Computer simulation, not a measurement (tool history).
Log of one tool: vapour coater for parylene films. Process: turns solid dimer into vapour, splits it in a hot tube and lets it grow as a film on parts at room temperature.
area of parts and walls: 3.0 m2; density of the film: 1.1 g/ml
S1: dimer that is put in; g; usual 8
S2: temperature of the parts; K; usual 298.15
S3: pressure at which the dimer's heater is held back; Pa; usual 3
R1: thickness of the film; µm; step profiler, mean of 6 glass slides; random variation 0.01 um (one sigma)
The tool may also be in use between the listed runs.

| run | hour | S1 | S2 | S3 | R1 |
|---|---|---|---|---|---|
| 1 | 0 | 8 | 298.15 | 3 | 1.22 |
| 2 | 66.1 | 8 | 298.15 | 3 | 1.22 |
| 3 | 115.2 | 5 | 298.15 | 3 | 0.76 |
| 4 | 166.5 | 5 | 298.15 | 3 | 0.73 |
| 5 | 247.3 | 8 | 301.15 | 3 | 1.03 |
| 6 | 305.9 | 6 | 298.15 | 3 | 0.89 |
| 7 | 384.7 | 8 | 297.15 | 3 | 1.2 |
| 8 | 457.5 | 13 | 298.15 | 3 | 1.86 |
| 9 | 537.3 | 8 | 298.15 | 3 | 1.12 |
| 10 | 620.4 | 8 | 298.15 | 3 | 1.13 |
| 11 | 696.9 | 8 | 298.15 | 3 | 1.1 |
|  | 712.7 | trap's valve overhauled |
| 12 | 782.8 | 8 | 298.15 | 3 | 1.22 |
| 13 | 855.7 | 8 | 298.15 | 3 | 1.2 |
| 14 | 929.2 | 4 | 298.15 | 3 | 0.6 |
| 15 | 997.4 | 11 | 298.15 | 3 | 1.63 |
| 16 | 1067.6 | 8 | 298.15 | 3 | 1.18 |
| 17 | 1121.1 | 8 | 298.15 | 3 | 1.18 |
| 18 | 1163 | 8 | 298.15 | 3 | 1.17 |
| 19 | 1244.7 | 8 | 298.15 | 3 | 1.15 |
| 20 | 1311.2 | 7 | 304.15 | 6.93 | 0.64 |
| 21 | 1359.2 | 5 | 300.15 | 3 | 0.64 |
| 22 | 1404.7 | 5 | 300.15 | 3 | 0.64 |
|  | 1422.1 | table's thermometer calibrated |
| 23 | 1447.1 | 10 | 304.15 | 4.2 | 1.05 |
| 24 | 1484.2 | 10 | 304.15 | 5.53 | 1.01 |
| 25 | 1559 | 9 | 290.15 | 11.55 | 1.5 |
| 26 | 1633.9 | 9 | 290.15 | 11.55 | 1.48 |
|  | 1680.5 | trap's valve overhauled |
| 27 | 1720.1 | 8 | 294.15 | 3.77 | 1.46 |
| 28 | 1767.2 | 7 | 306.15 | 6.53 | 0.67 |
| 29 | 1819.2 | 8 | 290.15 | 3.71 | 1.71 |
| 30 | 1860.5 | 8 | 290.15 | 3.71 | 1.72 |
| 31 | 1910.2 | 10 | 307.15 | 8.13 | 0.83 |
| 32 | 1993.1 | 10 | 308.15 | 2.53 | 0.98 |
| 33 | 2047.2 | 10 | 300.15 | 5.5 | 1.24 |
| 34 | 2113.8 | 10 | 300.15 | 5.5 | 1.23 |
| 35 | 2193.9 | 3 | 291.15 | 7.69 | 0.55 |
| 36 | 2267.9 | 10 | 298.15 | 3 | 1.47 |
| 37 | 2327.1 | 5 | 295.15 | 2.55 | 0.86 |

Forecast each of these 4 alternatives for the next run:
| A | 2365.2 | 8 | 298.15 | 7.24 | ? |
| B | 2365.2 | 5 | 291.15 | 5.23 | ? |
| C | 2365.2 | 14 | 293.15 | 5.36 | ? |
| D | 2365.2 | 5 | 298.15 | 3 | ? |

| run | R1 |
|---|---|
| A | 0.98 |
| B | 0.93 |
| C | 2.31 |
| D | 0.73 |
Without the tool's hidden state the same runs would have given:
| run | R1 |
|---|---|
| A | 1.07 |
| B | 1.01 |
| C | 2.52 |
| D | 0.8 |

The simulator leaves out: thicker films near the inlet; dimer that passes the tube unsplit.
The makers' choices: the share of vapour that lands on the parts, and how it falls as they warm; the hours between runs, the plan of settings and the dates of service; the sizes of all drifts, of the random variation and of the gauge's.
